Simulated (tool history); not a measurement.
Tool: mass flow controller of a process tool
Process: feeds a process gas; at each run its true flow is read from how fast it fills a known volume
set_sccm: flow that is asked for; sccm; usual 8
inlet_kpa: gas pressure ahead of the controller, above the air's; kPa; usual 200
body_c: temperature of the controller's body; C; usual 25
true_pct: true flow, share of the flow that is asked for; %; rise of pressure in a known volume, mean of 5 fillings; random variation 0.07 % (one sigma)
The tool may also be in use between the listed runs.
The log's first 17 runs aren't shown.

run	hour	set_sccm	inlet_kpa	body_c	true_pct
18	3165.4	3	200	25	96.46
19	3387.1	3	200	25	96.04
20	3564.4	17	235	27	97.39
21	3779.5	17	235	30	97.09
22	3874.9	17	148	30	97.65
23	4035	16	182	25	96.93
24	4243	16	182	25	96.59
25	4463.3	16	182	25	96.43
26	4643.7	3	182	37	94.93
27	4781	13	149	37	95.96
28	4926.3	13	149	37	95.92
29	5098.5	15	148	37	95.79
30	5280.5	11	233	27	94.22
# hour 5327: gauge calibrated
31	5416.1	11	233	27	98.45

4 ways to go on from here, each from the tool as it stands after run 31. What would each give?
A	5640.4	3	200	25	?
B	5640.4	9	142	20	?
C	5640.4	8	208	25	?
D	5640.4	8	200	24	?

run	true_pct
A	97.53
B	98.52
C	98.01
D	98.11
Without the tool's hidden state the same runs would have given:
run	true_pct
A	98
B	98.96
C	98.46
D	98.56
